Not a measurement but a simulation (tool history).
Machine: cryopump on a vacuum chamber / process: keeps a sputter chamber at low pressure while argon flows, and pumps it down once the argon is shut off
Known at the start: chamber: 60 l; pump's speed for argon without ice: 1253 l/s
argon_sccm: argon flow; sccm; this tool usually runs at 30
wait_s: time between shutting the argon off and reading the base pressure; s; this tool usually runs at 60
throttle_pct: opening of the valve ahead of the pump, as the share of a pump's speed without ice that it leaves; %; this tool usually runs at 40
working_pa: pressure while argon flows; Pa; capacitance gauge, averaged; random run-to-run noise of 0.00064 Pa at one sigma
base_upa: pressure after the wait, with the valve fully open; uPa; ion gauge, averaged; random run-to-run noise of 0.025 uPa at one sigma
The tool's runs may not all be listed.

run,hour,argon_sccm,wait_s,throttle_pct,working_pa,base_upa
1,0.0,30,60,40,0.1129,2.00
2,24.5,30,92,40,0.1135,1.84
3,46.8,30,60,28,0.1561,2.06
4,96.7,30,60,28,0.1567,2.07
5,146.1,30,60,28,0.1553,2.14
6,182.0,30,60,37,0.1213,2.14
7,207.8,30,60,37,0.1207,2.13
8,255.2,30,60,37,0.1225,2.18
9,306.1,30,60,37,0.1229,2.21
10,349.1,30,60,37,0.1234,2.26
11,377.1,38,60,37,0.1562,2.31
12,402.6,38,60,37,0.1557,2.33
13,440.6,38,60,37,0.1573,2.35
14,482.3,38,60,37,0.1568,2.45
15,521.7,30,37,40,0.1157,2.98
16,542.8,30,37,40,0.1164,2.83
17,572.8,30,37,40,0.1167,2.84
18,608.9,40,222,18,0.3196,1.94
19,638.7,30,230,20,0.2191,1.93
20,669.2,18,32,57,0.0533,3.11
21,695.0,21,32,57,0.0624,3.22
22,740.0,13,26,19,0.1006,3.52
23,766.3,13,26,19,0.0994,3.58
24,789.9,12,31,28,0.0652,3.33
25,811.9,18,72,28,0.0969,2.49
26,837.7,56,37,20,0.4107,3.11
27,886.7,56,37,20,0.4128,3.18
# hour 906.6: pump warmed up, emptied and cooled again
28,933.0,24,37,20,0.1624,2.62
29,958.0,24,37,20,0.1639,2.62
30,1004.7,30,26,40,0.1021,3.04
31,1035.0,20,216,36,0.0755,1.70
32,1075.3,30,31,17,0.2398,2.93
33,1115.5,14,60,36,0.0528,2.27

Run by run, hidden condition taken away, random variation retained:
The hidden state here: pump's speed, % of a pump's without ice; cold plate's temperature, K; leak into the chamber, uPa l/s; drift of the gauge itself on working_pa, %; drift of the gauge itself on base_upa, %.
run,working_pa,base_upa
1,0.1020,0.95
2,0.1024,0.77
3,0.1449,0.97
4,0.1451,0.95
5,0.1433,0.98
6,0.1091,0.95
7,0.1083,0.95
8,0.1097,0.96
9,0.1097,0.97
10,0.1099,0.98
11,0.1387,0.98
12,0.1380,0.98
13,0.1390,0.99
14,0.1383,1.04
15,0.1006,1.51
16,0.1011,1.41
17,0.1012,1.40
18,0.2986,0.45
19,0.2030,0.42
20,0.0434,1.59
21,0.0509,1.66
22,0.0932,1.94
23,0.0920,1.96
24,0.0582,1.69
25,0.0863,0.84
26,0.3773,1.44
27,0.3784,1.44
28,0.1619,1.44
29,0.1633,1.47
30,0.1011,1.88
31,0.0747,0.47
32,0.2384,1.69
33,0.0520,1.01
